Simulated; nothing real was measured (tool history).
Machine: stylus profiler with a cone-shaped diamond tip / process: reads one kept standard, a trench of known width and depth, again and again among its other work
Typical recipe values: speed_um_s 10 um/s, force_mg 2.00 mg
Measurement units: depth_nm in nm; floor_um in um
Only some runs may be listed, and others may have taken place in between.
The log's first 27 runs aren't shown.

run 28 day=66.696 | speed_um_s=5 force_mg=4.77 | depth_nm=102.09 floor_um=28.57
run 29 day=69.121 | speed_um_s=5 force_mg=4.77 | depth_nm=102.12 floor_um=28.57
run 30 day=71.538 | speed_um_s=3 force_mg=4.08 | depth_nm=101.85 floor_um=28.56
run 31 day=73.483 | speed_um_s=3 force_mg=5.24 | depth_nm=102.26 floor_um=28.59
run 32 day=75.504 | speed_um_s=6 force_mg=1.06 | depth_nm=100.72 floor_um=28.53
run 33 day=78.571 | speed_um_s=2 force_mg=2.00 | depth_nm=101.22 floor_um=28.60
run 34 day=82.012 | speed_um_s=2 force_mg=2.00 | depth_nm=101.18 floor_um=28.55
run 35 day=85.175 | speed_um_s=16 force_mg=1.46 | depth_nm=100.92 floor_um=28.50
run 36 day=86.750 | speed_um_s=16 force_mg=1.46 | depth_nm=100.89 floor_um=28.46
run 37 day=89.925 | speed_um_s=16 force_mg=1.46 | depth_nm=101.02 floor_um=28.52
run 38 day=92.496 | speed_um_s=8 force_mg=2.00 | depth_nm=101.12 floor_um=28.51
run 39 day=94.650 | speed_um_s=8 force_mg=1.18 | depth_nm=100.77 floor_um=28.48

3 ways to go on from here, each from the tool as it stands after run 39. What would each give?
run A day=96.717 | speed_um_s=14 force_mg=1.71 | depth_nm=? floor_um=?
run B day=96.717 | speed_um_s=6 force_mg=5.51 | depth_nm=? floor_um=?
run C day=96.717 | speed_um_s=2 force_mg=0.76 | depth_nm=? floor_um=?

run=A depth_nm=101.03 floor_um=28.51
run=B depth_nm=102.37 floor_um=28.58
run=C depth_nm=100.56 floor_um=28.59
With the hidden condition removed and each run's random variation left untouched, the same runs would have given:
run=A depth_nm=101.03 floor_um=28.51
run=B depth_nm=102.37 floor_um=28.59
run=C depth_nm=100.56 floor_um=28.59
